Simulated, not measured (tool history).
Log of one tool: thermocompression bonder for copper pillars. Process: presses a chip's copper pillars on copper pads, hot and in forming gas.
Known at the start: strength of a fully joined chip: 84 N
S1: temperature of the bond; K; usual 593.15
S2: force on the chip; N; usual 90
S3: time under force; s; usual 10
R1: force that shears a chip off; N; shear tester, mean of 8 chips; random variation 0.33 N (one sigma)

run,hour,S1,S2,S3,R1
1,0,593.15,90,10,51.2
2,66.1,605.15,90,10,55.7
3,112,593.15,90,10,50.9
4,180.1,593.15,64,10,37.7
5,250.8,593.15,90,10,50.8
6,301,593.15,90,10,50.2
7,359.6,593.15,90,10,50.3
# hour 371.9: heater calibrated with a thermocouple chip
# hour 407.3: forming gas filter changed
8,447.9,591.15,80,27,57
9,504,612.15,67,10,43.3
10,593.7,593.15,57,8,28.4
11,679.5,593.15,57,8,28.7
12,734.5,611.15,107,8,57.9
13,794.6,592.15,107,8,50.8
# hour 872.9: forming gas filter changed
14,872.9,602.15,86,10,52.1

4 ways to go on from here, each from the tool as it stands after run 14. What would each give?
A,961.9,587.15,86,7,?
B,961.9,578.15,77,21,?
C,961.9,572.15,103,10,?
D,961.9,593.15,111,16,?

run,R1
A,40.9
B,49
C,47.4
D,66.3
Without the tool's hidden state the same runs would have given:
run,R1
A,37.9
B,45.8
C,44.2
D,63.6
